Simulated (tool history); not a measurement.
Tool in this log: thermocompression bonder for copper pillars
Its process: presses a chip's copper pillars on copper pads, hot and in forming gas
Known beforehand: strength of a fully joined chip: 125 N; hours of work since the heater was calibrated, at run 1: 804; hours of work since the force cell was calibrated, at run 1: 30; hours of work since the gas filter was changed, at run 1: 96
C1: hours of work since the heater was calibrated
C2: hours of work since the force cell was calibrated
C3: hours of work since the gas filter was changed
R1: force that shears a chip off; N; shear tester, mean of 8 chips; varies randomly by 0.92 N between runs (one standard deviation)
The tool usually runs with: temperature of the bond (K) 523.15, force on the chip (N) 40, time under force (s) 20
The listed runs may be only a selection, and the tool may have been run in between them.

Run 1, hour 0: usual settings; C1 804; C2 30; C3 96. Result: R1 78.3 N.
Run 2, hour 9.5: usual settings but force on the chip (N) 31; C1 810; C2 36; C3 102. Result: R1 65.1 N.
Run 3, hour 18.7: usual settings but force on the chip (N) 31; C1 816; C2 42; C3 108. Result: R1 64.3 N.
Run 4, hour 25.5: usual settings but temperature of the bond (K) 525.15, force on the chip (N) 31; C1 820; C2 46; C3 112. Result: R1 65.4 N.
Run 5, hour 33.7: usual settings but temperature of the bond (K) 525.15, force on the chip (N) 31; C1 825; C2 52; C3 117. Result: R1 67.1 N.
Run 6, hour 41.9: usual settings but force on the chip (N) 43; C1 831; C2 57; C3 123. Result: R1 79.3 N.
Run 7, hour 51.2: usual settings but time under force (s) 41; C1 836; C2 63; C3 128. Result: R1 90.5 N.
Run 8, hour 56.2: usual settings but time under force (s) 41; C1 840; C2 66; C3 132. Result: R1 89.9 N.
Run 9, hour 62.1: usual settings but temperature of the bond (K) 508.15, time under force (s) 41; C1 843; C2 70; C3 135. Result: R1 82.2 N.
At hour 70.8: heater calibrated with a thermocouple chip.
Run 10, hour 71.7: usual settings but temperature of the bond (K) 508.15, time under force (s) 41; C1 1; C2 74; C3 140. Result: R1 80.3 N.
Run 11, hour 80.4: usual settings but temperature of the bond (K) 508.15, time under force (s) 41; C1 6; C2 80; C3 146. Result: R1 80.4 N.
Run 12, hour 85.2: usual settings but temperature of the bond (K) 508.15, time under force (s) 41; C1 9; C2 83; C3 149. Result: R1 80.4 N.
Run 13, hour 94: usual settings; C1 15; C2 89; C3 154. Result: R1 74.8 N.
Run 14, hour 99.9: usual settings; C1 19; C2 92; C3 158. Result: R1 73.5 N.
Run 15, hour 106.8: usual settings; C1 23; C2 97; C3 163. Result: R1 74.7 N.
At hour 109.7: heater calibrated with a thermocouple chip, once more.
Run 16, hour 116.7: usual settings but temperature of the bond (K) 496.15, time under force (s) 30; C1 5; C2 102; C3 168. Result: R1 61.6 N.
Run 17, hour 123.7: usual settings but temperature of the bond (K) 517.15, force on the chip (N) 46, time under force (s) 32; C1 9; C2 106; C3 172. Result: R1 83.9 N.
Run 18, hour 129.1: usual settings but temperature of the bond (K) 517.15, force on the chip (N) 46, time under force (s) 32; C1 12; C2 110; C3 175. Result: R1 82.1 N.
Run 19, hour 137.8: usual settings but temperature of the bond (K) 500.15, force on the chip (N) 46, time under force (s) 32; C1 18; C2 115; C3 181. Result: R1 70.1 N.
Run 20, hour 143.8: usual settings but temperature of the bond (K) 500.15, force on the chip (N) 46, time under force (s) 32; C1 22; C2 119; C3 185. Result: R1 69.8 N.
Run 21, hour 150.6: usual settings but temperature of the bond (K) 500.15, force on the chip (N) 46, time under force (s) 32; C1 26; C2 123; C3 189. Result: R1 71.4 N.
At hour 153: forming gas filter changed.
Run 22, hour 159.9: usual settings but temperature of the bond (K) 499.15, force on the chip (N) 59, time under force (s) 11; C1 32; C2 129; C3 4. Result: R1 62.8 N.
Run 23, hour 166.2: usual settings but temperature of the bond (K) 520.15, force on the chip (N) 42, time under force (s) 19; C1 36; C2 133; C3 8. Result: R1 75.3 N.
Run 24, hour 174.3: usual settings but temperature of the bond (K) 545.15, time under force (s) 29; C1 41; C2 138; C3 14. Result: R1 96.3 N.
Run 25, hour 179.4: usual settings but force on the chip (N) 53, time under force (s) 47; C1 44; C2 141; C3 17. Result: R1 106.6 N.
Run 26, hour 186.6: usual settings but force on the chip (N) 53, time under force (s) 47; C1 49; C2 146; C3 21. Result: R1 107.5 N.
Run 27, hour 195.7: usual settings but force on the chip (N) 53, time under force (s) 47; C1 54; C2 152; C3 27. Result: R1 103.9 N.
Run 28, hour 199.6: usual settings but temperature of the bond (K) 531.15, force on the chip (N) 51; C1 57; C2 154; C3 30. Result: R1 90.6 N.
Run 29, hour 207: usual settings but temperature of the bond (K) 509.15, force on the chip (N) 39, time under force (s) 16; C1 62; C2 159; C3 34. Result: R1 60 N.

Below are 4 alternative next runs, each starting from the tool's condition after run 29. Predict each:
Run A, hour 212.9: usual settings but temperature of the bond (K) 498.15; C1 65; C2 163; C3 38. Result: R1 ?.
Run B, hour 212.9: usual settings but time under force (s) 36; C1 65; C2 163; C3 38. Result: R1 ?.
Run C, hour 212.9: usual settings but temperature of the bond (K) 514.15, time under force (s) 16; C1 65; C2 163; C3 38. Result: R1 ?.
Run D, hour 212.9: usual settings but temperature of the bond (K) 513.15, force on the chip (N) 50, time under force (s) 16; C1 65; C2 163; C3 38. Result: R1 ?.

run    R1
  A  58.3
  B  86.8
  C  63.5
  D  72.7
What these runs would have given with no unlogged condition in the tool:
run    R1
  A  60.1
  B  89.1
  C  65.4
  D  74.8

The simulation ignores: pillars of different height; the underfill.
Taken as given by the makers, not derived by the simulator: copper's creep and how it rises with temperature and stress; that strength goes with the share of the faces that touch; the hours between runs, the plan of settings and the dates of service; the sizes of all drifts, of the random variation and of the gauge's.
